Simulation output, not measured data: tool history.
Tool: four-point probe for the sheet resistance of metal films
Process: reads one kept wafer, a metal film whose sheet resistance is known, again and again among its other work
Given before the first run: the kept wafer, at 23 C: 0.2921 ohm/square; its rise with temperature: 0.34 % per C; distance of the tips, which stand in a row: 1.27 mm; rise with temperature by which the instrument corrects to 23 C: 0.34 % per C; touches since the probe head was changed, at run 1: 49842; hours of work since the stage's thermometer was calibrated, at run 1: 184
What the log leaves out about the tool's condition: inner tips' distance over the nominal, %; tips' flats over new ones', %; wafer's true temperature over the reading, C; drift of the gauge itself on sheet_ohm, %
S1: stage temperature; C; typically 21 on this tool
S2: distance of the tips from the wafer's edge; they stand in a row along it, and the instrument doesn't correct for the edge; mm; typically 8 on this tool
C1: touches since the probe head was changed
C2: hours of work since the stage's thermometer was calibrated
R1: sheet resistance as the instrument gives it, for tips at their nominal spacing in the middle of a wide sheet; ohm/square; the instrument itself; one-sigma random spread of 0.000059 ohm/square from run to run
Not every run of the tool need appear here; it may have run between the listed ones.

run    hour  S1  S2      C1   C2        R1
  1       0  21   8   49842  184  0.296926
  2    44.3  21  10   51310  206  0.295598
  3    74.9  21   8   52327  222   0.29701
  4   114.2  21  28   53631  241  0.293272
  5   172.7  21   4   55571  271  0.308037
  6   208.4  26   4   56756  289  0.308125
  7   269.6  26   4   58785  320  0.308093
  8   299.5  21   8   59776  335  0.296981
  9   352.2  21   8   61524  361  0.296957
 10   395.8  21   8   62972  383   0.29703
 11   455.9  20   8   64965  414  0.297025
 12     490  22   8   66097  431  0.297024
 13   539.1  22   8   67727  456  0.297076
 14   576.6  22   8   68970  475  0.297104
 15     615  25   8   70242  494  0.297225
 16   666.4  25   8   71950  520  0.297155
 17   709.6  25   8   73382  542  0.297127
      714.2  -- stage's thermometer calibrated
 18   757.2  25   8   74945   22  0.297201
 19   788.7  25   8   75989   38  0.297224
 20   818.6  18  10   76980   53  0.295682
 21   855.8  27  47   78213   71  0.293443
 22   892.9  20  46   79446   90  0.293328
 23     940  30   5   81008  114  0.303094
 24   966.5  30   4   81886  127  0.308373
      991.8  -- stage's thermometer calibrated, once more
 25  1015.6  30   4   83500   12  0.308481
 26  1074.4  28   8   85450   42  0.297354
 27  1106.4  32   5   86512   58  0.303326
 28  1139.6  32   9   87612   75  0.296544
 29  1178.9  32   9   88917   94  0.296543
 30  1233.4  29  13   90723  122  0.294949
 31  1269.6  22  21   91925  140  0.293936
 32  1302.3  35   5   93010  157  0.303197
 33  1334.5  35   5   94077  173  0.303321
 34  1377.2  21   7   95495  194  0.298565
 35  1429.5  18   8   97227  221   0.29735
 36  1465.9  18   8   98436  239   0.29735
 37  1516.3  18   8  100107  264  0.297404

Forecast each of these 3 alternatives for the next run:
  A  1555.8  20   8  101419  284   ?
  B  1555.8  19   8  101419  284   ?
  C  1555.8  25   8  101419  284   ?

run        R1
  A  0.297387
  B   0.29735
  C  0.297434
With no hidden state in the tool, these same runs would have given:
run        R1
  A  0.295981
  B  0.295945
  C  0.296027

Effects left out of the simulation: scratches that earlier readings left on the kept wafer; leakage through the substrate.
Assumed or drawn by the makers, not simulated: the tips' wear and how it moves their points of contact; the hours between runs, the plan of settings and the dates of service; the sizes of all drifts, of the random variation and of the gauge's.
